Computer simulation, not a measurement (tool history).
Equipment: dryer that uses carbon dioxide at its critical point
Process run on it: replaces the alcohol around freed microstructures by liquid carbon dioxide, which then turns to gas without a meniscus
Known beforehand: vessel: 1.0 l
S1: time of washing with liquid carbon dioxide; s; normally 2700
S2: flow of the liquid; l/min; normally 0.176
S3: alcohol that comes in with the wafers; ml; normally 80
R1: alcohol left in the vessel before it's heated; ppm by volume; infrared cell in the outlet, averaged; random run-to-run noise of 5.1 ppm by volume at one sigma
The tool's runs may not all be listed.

run	day	S1	S2	S3	R1
1	0	2700	0.176	80	262
2	1.338	2700	0.176	80	144
3	2.667	2700	0.176	80	138
4	3.492	2160	0.176	80	500
5	4.662	2700	0.251	80	29
6	6.15	2700	0.176	80	102
7	7.104	2700	0.176	53	72
8	7.904	1860	0.143	80	1623
9	8.838	2580	0.17	62	127
10	10.212	3300	0.205	28	40
11	11.283	1740	0.272	31	75
12	12.429	4140	0.176	36	49
13	13.379	3180	0.182	55	70

Put back what was entered between runs (2 entries, withheld): which listed runs does each sit between, and how does the hidden state differ from the listed run before to the listed run after?
Between runs 1 and 2: purifier's bed changed (day 0.504)
  flow that reaches the vessel past the clogged filter, %: 89.7 -> 89.1; alcohol in the recycled carbon dioxide, ppm: 133.4 -> 8
  measured result minus the result with no hidden state, R1: +192 -> +76 ppm by volume
Between runs 5 and 6: inlet filter changed (day 5.446)
  flow that reaches the vessel past the clogged filter, %: 87.6 -> 99.5; alcohol in the recycled carbon dioxide, ppm: 19.9 -> 25
  measured result minus the result with no hidden state, R1: +21 -> +23 ppm by volume
